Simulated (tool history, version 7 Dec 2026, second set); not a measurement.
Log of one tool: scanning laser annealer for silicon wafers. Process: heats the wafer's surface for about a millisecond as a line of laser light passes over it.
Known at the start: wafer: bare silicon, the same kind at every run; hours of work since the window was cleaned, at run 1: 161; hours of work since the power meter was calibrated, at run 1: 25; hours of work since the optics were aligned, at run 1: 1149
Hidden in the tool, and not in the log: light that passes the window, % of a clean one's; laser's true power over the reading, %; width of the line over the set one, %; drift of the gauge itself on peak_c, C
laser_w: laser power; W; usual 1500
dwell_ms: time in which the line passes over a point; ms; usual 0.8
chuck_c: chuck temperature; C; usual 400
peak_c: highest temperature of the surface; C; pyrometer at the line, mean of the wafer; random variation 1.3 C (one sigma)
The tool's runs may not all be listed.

run,day,laser_w,dwell_ms,chuck_c,hours of work since the window was cleaned,hours of work since the power meter was calibrated,hours of work since the optics were aligned,peak_c
1,0,1500,0.8,400,161,25,1149,1127
2,0.912,1500,0.8,400,175,39,1163,1130
# day 1.4: optics aligned, line set to its width
3,2.188,1615,0.8,400,191,55,12,1184
4,2.758,1615,0.8,400,200,64,21,1183
# day 3.171: optics aligned, line set to its width, once more
5,3.721,1615,0.8,400,212,76,8,1187
6,4.392,1500,0.8,394,222,86,19,1124
7,4.862,1500,0.8,372,229,93,26,1101
8,5.6,1500,0.8,372,240,104,37,1102
9,6.142,1500,0.8,372,249,113,46,1100
10,7.204,1500,0.8,372,265,129,62,1100
11,7.942,1500,0.952,400,276,140,73,1204
12,8.975,1500,0.952,400,292,156,89,1201
13,9.683,1500,0.8,400,303,167,100,1124
# day 10.829: window over the wafer cleaned
14,10.829,1500,0.8,400,0,183,116,1141
15,11.479,1500,0.8,400,10,193,126,1142
16,12.35,1500,0.8,400,23,207,140,1140
17,13.129,1500,0.8,400,35,219,152,1140
18,13.825,1500,0.8,400,46,230,162,1141
19,14.917,1500,0.8,400,63,246,179,1138
20,15.4,1500,0.8,400,70,254,187,1138
21,16.442,1323,0.8,400,86,270,203,1048
22,17.362,1323,0.8,400,100,284,217,1049
23,18.321,1323,0.8,400,115,299,232,1047
24,19.383,1500,0.686,400,131,315,248,1072
25,20.279,1500,0.581,400,145,329,262,1010
26,20.871,1645,0.581,372,154,338,271,1042
27,21.8,1414,0.8,400,169,352,285,1093
28,22.267,1586,0.971,400,176,359,292,1269
29,22.967,1586,0.971,400,186,370,303,1266
30,23.871,1328,0.8,398,200,384,317,1044
31,24.658,1328,0.8,398,212,396,329,1044
32,25.354,1348,0.906,434,223,407,340,1139
33,25.888,1348,0.906,434,231,415,348,1137
34,26.454,1348,0.906,434,240,424,357,1137
35,27.104,1622,0.622,382,250,434,366,1065
36,27.788,1622,0.622,382,261,444,377,1065
37,28.467,1500,0.771,400,271,454,387,1115
38,29.188,1500,0.771,400,282,466,398,1113
39,30.117,1500,0.771,400,296,480,413,1113
40,30.729,1411,0.895,394,306,489,422,1122

Forecast each of these 3 alternatives for the next run:
A,31.367,1286,0.985,419,316,499,432,?
B,31.367,1431,0.796,394,316,499,432,?
C,31.367,1379,0.684,434,316,499,432,?

run,peak_c
A,1118
B,1083
C,1044
Without the tool's hidden state the same runs would have given:
run,peak_c
A,1135
B,1101
C,1059

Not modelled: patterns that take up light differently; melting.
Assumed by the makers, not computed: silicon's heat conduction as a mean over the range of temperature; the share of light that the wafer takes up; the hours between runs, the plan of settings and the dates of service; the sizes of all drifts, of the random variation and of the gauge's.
